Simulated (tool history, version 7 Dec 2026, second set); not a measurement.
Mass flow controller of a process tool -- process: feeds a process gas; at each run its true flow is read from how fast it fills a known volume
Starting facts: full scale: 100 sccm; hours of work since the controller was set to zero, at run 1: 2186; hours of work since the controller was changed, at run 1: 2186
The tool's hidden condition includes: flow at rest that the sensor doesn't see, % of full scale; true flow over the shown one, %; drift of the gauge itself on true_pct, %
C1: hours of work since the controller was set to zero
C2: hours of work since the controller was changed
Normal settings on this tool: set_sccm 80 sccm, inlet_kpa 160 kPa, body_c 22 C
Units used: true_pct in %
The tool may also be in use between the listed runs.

{"run": 1, "hour": 0.0, "set_sccm": 80, "inlet_kpa": 160, "body_c": 22, "C1": 2186, "C2": 2186, "true_pct": 99.45}
{"run": 2, "hour": 90.2, "set_sccm": 80, "inlet_kpa": 160, "body_c": 22, "C1": 2247, "C2": 2247, "true_pct": 99.45}
{"run": 3, "hour": 226.6, "set_sccm": 80, "inlet_kpa": 160, "body_c": 20, "C1": 2340, "C2": 2340, "true_pct": 99.43}
{"run": 4, "hour": 345.0, "set_sccm": 12, "inlet_kpa": 160, "body_c": 20, "C1": 2421, "C2": 2421, "true_pct": 96.31}
{"run": 5, "hour": 413.6, "set_sccm": 11, "inlet_kpa": 160, "body_c": 22, "C1": 2468, "C2": 2468, "true_pct": 96.12}
{"run": 6, "hour": 526.4, "set_sccm": 11, "inlet_kpa": 160, "body_c": 22, "C1": 2545, "C2": 2545, "true_pct": 95.99}
{"run": 7, "hour": 599.1, "set_sccm": 80, "inlet_kpa": 160, "body_c": 33, "C1": 2594, "C2": 2594, "true_pct": 99.73}
{"run": 8, "hour": 681.2, "set_sccm": 80, "inlet_kpa": 160, "body_c": 33, "C1": 2650, "C2": 2650, "true_pct": 99.75}
{"run": 9, "hour": 789.3, "set_sccm": 80, "inlet_kpa": 160, "body_c": 33, "C1": 2724, "C2": 2724, "true_pct": 99.74}
{"run": 10, "hour": 869.2, "set_sccm": 49, "inlet_kpa": 160, "body_c": 22, "C1": 2779, "C2": 2779, "true_pct": 98.76}
{"run": 11, "hour": 1022.0, "set_sccm": 49, "inlet_kpa": 160, "body_c": 22, "C1": 2883, "C2": 2883, "true_pct": 98.71}
{"run": 12, "hour": 1159.0, "set_sccm": 49, "inlet_kpa": 160, "body_c": 22, "C1": 2977, "C2": 2977, "true_pct": 98.73}
{"run": 13, "hour": 1313.3, "set_sccm": 80, "inlet_kpa": 160, "body_c": 22, "C1": 3082, "C2": 3082, "true_pct": 99.42}
{"run": 14, "hour": 1398.1, "set_sccm": 80, "inlet_kpa": 160, "body_c": 22, "C1": 3140, "C2": 3140, "true_pct": 99.46}
{"run": 15, "hour": 1511.1, "set_sccm": 80, "inlet_kpa": 160, "body_c": 22, "C1": 3217, "C2": 3217, "true_pct": 99.4}
{"run": 16, "hour": 1646.9, "set_sccm": 80, "inlet_kpa": 217, "body_c": 22, "C1": 3310, "C2": 3310, "true_pct": 99.7}
{"run": 17, "hour": 1721.8, "set_sccm": 80, "inlet_kpa": 217, "body_c": 22, "C1": 3361, "C2": 3361, "true_pct": 99.7}
{"run": 18, "hour": 1864.9, "set_sccm": 80, "inlet_kpa": 211, "body_c": 22, "C1": 3458, "C2": 3458, "true_pct": 99.7}
{"run": 19, "hour": 2019.9, "set_sccm": 80, "inlet_kpa": 211, "body_c": 22, "C1": 3564, "C2": 3564, "true_pct": 99.65}
{"run": 20, "hour": 2086.5, "set_sccm": 66, "inlet_kpa": 244, "body_c": 31, "C1": 3609, "C2": 3609, "true_pct": 99.77}
{"run": 21, "hour": 2224.3, "set_sccm": 80, "inlet_kpa": 257, "body_c": 22, "C1": 3704, "C2": 3704, "true_pct": 99.9}
{"run": 22, "hour": 2344.5, "set_sccm": 16, "inlet_kpa": 160, "body_c": 27, "C1": 3786, "C2": 3786, "true_pct": 96.31}
{"run": 23, "hour": 2499.5, "set_sccm": 16, "inlet_kpa": 258, "body_c": 31, "C1": 3891, "C2": 3891, "true_pct": 96.87}
{"run": 24, "hour": 2629.8, "set_sccm": 80, "inlet_kpa": 160, "body_c": 24, "C1": 3980, "C2": 3980, "true_pct": 99.43}
{"run": 25, "hour": 2784.0, "set_sccm": 80, "inlet_kpa": 155, "body_c": 25, "C1": 4086, "C2": 4086, "true_pct": 99.41}
{"run": 26, "hour": 2890.4, "set_sccm": 80, "inlet_kpa": 168, "body_c": 33, "C1": 4158, "C2": 4158, "true_pct": 99.73}
{"run": 27, "hour": 3029.2, "set_sccm": 80, "inlet_kpa": 168, "body_c": 33, "C1": 4253, "C2": 4253, "true_pct": 99.71}
{"run": 28, "hour": 3124.1, "set_sccm": 80, "inlet_kpa": 168, "body_c": 33, "C1": 4318, "C2": 4318, "true_pct": 99.74}
{"run": 29, "hour": 3216.4, "set_sccm": 57, "inlet_kpa": 160, "body_c": 22, "C1": 4381, "C2": 4381, "true_pct": 98.77}
{"run": 30, "hour": 3333.7, "set_sccm": 57, "inlet_kpa": 160, "body_c": 22, "C1": 4461, "C2": 4461, "true_pct": 98.73}
{"run": 31, "hour": 3487.5, "set_sccm": 80, "inlet_kpa": 144, "body_c": 22, "C1": 4566, "C2": 4566, "true_pct": 99.26}
{"run": 32, "hour": 3638.5, "set_sccm": 80, "inlet_kpa": 144, "body_c": 22, "C1": 4669, "C2": 4669, "true_pct": 99.28}
{"run": 33, "hour": 3753.6, "set_sccm": 31, "inlet_kpa": 219, "body_c": 38, "C1": 4747, "C2": 4747, "true_pct": 98.3}
{"run": 34, "hour": 3846.2, "set_sccm": 23, "inlet_kpa": 145, "body_c": 33, "C1": 4810, "C2": 4810, "true_pct": 96.97}
{"run": 35, "hour": 4002.7, "set_sccm": 23, "inlet_kpa": 145, "body_c": 33, "C1": 4917, "C2": 4917, "true_pct": 96.9}
{"run": 36, "hour": 4114.4, "set_sccm": 23, "inlet_kpa": 145, "body_c": 33, "C1": 4994, "C2": 4994, "true_pct": 96.9}
{"run": 37, "hour": 4215.6, "set_sccm": 26, "inlet_kpa": 147, "body_c": 27, "C1": 5063, "C2": 5063, "true_pct": 97.06}
{"run": 38, "hour": 4324.4, "set_sccm": 12, "inlet_kpa": 217, "body_c": 27, "C1": 5137, "C2": 5137, "true_pct": 94.36}

Consider 5 possible next runs. They are alternatives, not a sequence: every one starts from the tool as it was left by run 38. What does each give?
{"run": "A", "hour": 4410.2, "set_sccm": 30, "inlet_kpa": 202, "body_c": 27, "C1": 5195, "C2": 5195, "true_pct": "?"}
{"run": "B", "hour": 4410.2, "set_sccm": 80, "inlet_kpa": 160, "body_c": 25, "C1": 5195, "C2": 5195, "true_pct": "?"}
{"run": "C", "hour": 4410.2, "set_sccm": 88, "inlet_kpa": 217, "body_c": 27, "C1": 5195, "C2": 5195, "true_pct": "?"}
{"run": "D", "hour": 4410.2, "set_sccm": 72, "inlet_kpa": 201, "body_c": 27, "C1": 5195, "C2": 5195, "true_pct": "?"}
{"run": "E", "hour": 4410.2, "set_sccm": 12, "inlet_kpa": 145, "body_c": 27, "C1": 5195, "C2": 5195, "true_pct": "?"}

run=A true_pct=97.69
run=B true_pct=99.41
run=C true_pct=99.95
run=D true_pct=99.5
run=E true_pct=93.92
Without the tool's hidden state the same runs would have given:
run=A true_pct=99.13
run=B true_pct=99.53
run=C true_pct=100
run=D true_pct=99.71
run=E true_pct=98.53
